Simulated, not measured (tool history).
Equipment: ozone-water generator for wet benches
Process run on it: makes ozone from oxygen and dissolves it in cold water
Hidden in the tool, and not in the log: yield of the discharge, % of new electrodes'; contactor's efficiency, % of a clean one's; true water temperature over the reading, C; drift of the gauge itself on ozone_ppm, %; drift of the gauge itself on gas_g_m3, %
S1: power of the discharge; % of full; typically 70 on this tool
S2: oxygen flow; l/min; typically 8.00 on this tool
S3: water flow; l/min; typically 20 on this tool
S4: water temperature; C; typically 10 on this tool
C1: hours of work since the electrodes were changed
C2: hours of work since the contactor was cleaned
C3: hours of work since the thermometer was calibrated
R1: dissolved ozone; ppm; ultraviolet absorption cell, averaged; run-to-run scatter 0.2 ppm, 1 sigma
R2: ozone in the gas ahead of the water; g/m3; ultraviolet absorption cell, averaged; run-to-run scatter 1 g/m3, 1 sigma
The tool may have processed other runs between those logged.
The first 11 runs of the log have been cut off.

Run 12, hour 451.6: usual settings but S4 17 C; C1 882; C2 4735; C3 1975. Result: R1 25.2 ppm, R2 178.3 g/m3.
Run 13, hour 484.7: usual settings but S4 17 C; C1 906; C2 4759; C3 1999. Result: R1 25.2 ppm, R2 178.3 g/m3.
Run 14, hour 506.3: usual settings; C1 922; C2 4775; C3 2015. Result: R1 28.1 ppm, R2 178.1 g/m3.
Run 15, hour 538.3: usual settings; C1 945; C2 4798; C3 2039. Result: R1 28.3 ppm, R2 177.4 g/m3.
Run 16, hour 561.8: usual settings; C1 963; C2 4816; C3 2056. Result: R1 28.2 ppm, R2 178.0 g/m3.
Run 17, hour 608.7: usual settings; C1 997; C2 4850; C3 2090. Result: R1 28.9 ppm, R2 176.7 g/m3.
Run 18, hour 632.5: usual settings; C1 1015; C2 4868; C3 2108. Result: R1 28.2 ppm, R2 177.3 g/m3.
Run 19, hour 678.4: usual settings but S2 5.63 l/min, S3 16 l/min, S4 6 C; C1 1048; C2 4901; C3 2142. Result: R1 33.0 ppm, R2 199.1 g/m3.
Run 20, hour 698.8: usual settings but S2 5.63 l/min, S3 26 l/min, S4 6 C; C1 1063; C2 4916; C3 2156. Result: R1 21.6 ppm, R2 199.3 g/m3.
Run 21, hour 746.5: usual settings but S1 46 % of full, S2 13.61 l/min, S3 17 l/min, S4 16 C; C1 1098; C2 4951; C3 2191. Result: R1 22.8 ppm, R2 117.0 g/m3.
Run 22, hour 769.5: usual settings but S1 89 % of full, S2 13.61 l/min, S3 13 l/min, S4 16 C; C1 1115; C2 4968; C3 2208. Result: R1 37.4 ppm, R2 170.5 g/m3.
Run 23, hour 797.6: usual settings but S1 51 % of full, S2 7.10 l/min, S3 13 l/min, S4 17 C; C1 1136; C2 4989; C3 2229. Result: R1 27.2 ppm, R2 153.7 g/m3.
Run 24, hour 821.1: usual settings but S4 8 C; C1 1153; C2 5006; C3 2246. Result: R1 29.2 ppm, R2 178.1 g/m3.
Run 25, hour 847.3: usual settings but S4 11 C; C1 1172; C2 5025; C3 2265. Result: R1 27.9 ppm, R2 176.5 g/m3.
Run 26, hour 880.4: usual settings but S1 80 % of full, S2 4.05 l/min, S4 13 C; C1 1196; C2 5049; C3 2290. Result: R1 24.8 ppm, R2 239.0 g/m3.
Run 27, hour 906.7: usual settings but S1 66 % of full, S2 7.29 l/min, S3 21 l/min, S4 9 C; C1 1216; C2 5069; C3 2309. Result: R1 26.3 ppm, R2 176.9 g/m3.

Estimate the outcome of run 28 from the log above:
At hour 929.6: contactor cleaned.
Run 28, hour 947.4: usual settings but S1 66 % of full, S2 7.29 l/min, S3 21 l/min, S4 9 C; C1 1242; C2 13; C3 2336. Result: R1 ?, R2 ?.

Run 28 yielded R1 27.1 ppm, R2 177.7 g/m3.
The same run, on a tool lacking any hidden state, would have yielded R1 27.5 ppm, R2 179.7 g/m3.
